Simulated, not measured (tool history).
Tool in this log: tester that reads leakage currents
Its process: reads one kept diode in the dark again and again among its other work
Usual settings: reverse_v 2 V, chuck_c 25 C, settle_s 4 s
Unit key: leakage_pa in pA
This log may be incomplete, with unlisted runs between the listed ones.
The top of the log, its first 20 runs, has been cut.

| run | hour | reverse_v | chuck_c | settle_s | hours of work since the probe card was cleaned | hours of work since the tester was calibrated | hours of work since the chuck was calibrated | leakage_pa |
|---|---|---|---|---|---|---|---|---|
|  | 4061.5 | chuck's temperature calibrated |
| 21 | 4122.9 | 8.03 | 28 | 1.24 | 1025 | 2175 | 29 | 305.09 |
| 22 | 4282.9 | 8.03 | 40 | 9.41 | 1101 | 2252 | 106 | 874.85 |
| 23 | 4532.6 | 7.71 | 58 | 0.62 | 1221 | 2372 | 226 | 3684.77 |
| 24 | 4648.9 | 1.24 | 43 | 1.12 | 1277 | 2427 | 281 | 444.03 |
| 25 | 4886.2 | 2 | 50 | 1.81 | 1390 | 2541 | 395 | 1007.27 |
| 26 | 5016.8 | 2 | 53 | 4 | 1453 | 2603 | 457 | 1289.67 |
| 27 | 5164.2 | 2 | 53 | 4 | 1523 | 2674 | 528 | 1285.93 |
| 28 | 5322.5 | 2 | 53 | 4 | 1599 | 2750 | 604 | 1294.2 |
| 29 | 5451.4 | 1.82 | 22 | 4 | 1661 | 2812 | 665 | 86.13 |
| 30 | 5711.8 | 1.82 | 32 | 1.46 | 1785 | 2936 | 790 | 215.7 |
| 31 | 5934.6 | 1.82 | 32 | 1.46 | 1892 | 3043 | 897 | 218.04 |
| 32 | 6182 | 1.82 | 32 | 1.46 | 2011 | 3161 | 1015 | 218.23 |
| 33 | 6391.8 | 4.7 | 32 | 3.18 | 2111 | 3262 | 1116 | 359.17 |
|  | 6520.3 | probe card cleaned and baked |
| 34 | 6631.8 | 9.66 | 27 | 3.18 | 53 | 3375 | 1229 | 318.47 |
| 35 | 6793.1 | 9.66 | 27 | 3.18 | 131 | 3452 | 1306 | 320.7 |
| 36 | 6932.4 | 1.41 | 31 | 0.44 | 197 | 3519 | 1373 | 177.75 |
| 37 | 7063.1 | 1.41 | 31 | 0.44 | 260 | 3582 | 1436 | 178.25 |
|  | 7230.7 | chuck's temperature calibrated |
| 38 | 7289.2 | 18.6 | 25 | 0.37 | 367 | 3689 | 28 | 363.06 |
| 39 | 7533.3 | 2 | 28 | 2.68 | 484 | 3806 | 145 | 148.9 |

Consider 3 possible next runs. They are alternatives, not a sequence: every one starts from the tool as it was left by run 39. What does each give?
| A | 7675.4 | 2 | 36 | 4 | 552 | 3874 | 213 | ? |
| B | 7675.4 | 1.75 | 25 | 1.07 | 552 | 3874 | 213 | ? |
| C | 7675.4 | 4.93 | 28 | 1.9 | 552 | 3874 | 213 | ? |

| run | leakage_pa |
|---|---|
| A | 306.15 |
| B | 105.58 |
| C | 235.15 |
Stripped of hidden state, with their random variation kept, the same runs would have yielded:
| run | leakage_pa |
|---|---|
| A | 301.13 |
| B | 103.02 |
| C | 228.8 |
